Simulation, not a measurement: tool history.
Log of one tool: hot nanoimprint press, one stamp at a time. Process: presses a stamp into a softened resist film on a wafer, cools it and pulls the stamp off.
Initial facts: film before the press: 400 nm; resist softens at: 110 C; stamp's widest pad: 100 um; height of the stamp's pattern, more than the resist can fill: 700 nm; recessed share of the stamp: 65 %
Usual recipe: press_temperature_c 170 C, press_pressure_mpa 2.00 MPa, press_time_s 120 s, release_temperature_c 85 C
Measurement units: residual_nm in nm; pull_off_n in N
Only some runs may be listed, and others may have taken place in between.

run	day	press_temperature_c	press_pressure_mpa	press_time_s	release_temperature_c	residual_nm	pull_off_n
1	0.000	170	2.00	120	85	222.7	171
2	2.929	170	1.40	120	85	263.7	174
3	6.212	170	1.40	87	85	287.1	176
4	8.371	170	1.40	87	85	287.6	178
5	10.100	170	1.40	87	85	288.1	180
# day 10.442: plate thermocouple calibrated
6	11.783	170	2.00	155	85	215.5	182
# day 14.508: stamp cleaned and given a new release coat
7	14.608	170	2.80	202	79	166.9	185
8	16.467	170	1.56	75	79	291.0	186
9	18.979	180	2.75	111	91	140.8	141
# day 19.892: plate thermocouple calibrated, once more
10	21.604	176	1.33	120	85	222.0	160
11	24.504	176	1.33	120	85	222.1	164

Here are 3 independent what-if runs from the current tool condition. What would each one return?
A	26.600	174	2.00	92	85	?	?
B	26.600	176	1.88	120	82	?	?
C	26.600	170	2.00	150	87	?	?

run	residual_nm	pull_off_n
A	212.4	166
B	188.4	172
C	212.5	156
Take away the tool's hidden state, keep each run's random variation, and the runs would have read:
run	residual_nm	pull_off_n
A	205.3	157
B	182.0	163
C	205.2	147

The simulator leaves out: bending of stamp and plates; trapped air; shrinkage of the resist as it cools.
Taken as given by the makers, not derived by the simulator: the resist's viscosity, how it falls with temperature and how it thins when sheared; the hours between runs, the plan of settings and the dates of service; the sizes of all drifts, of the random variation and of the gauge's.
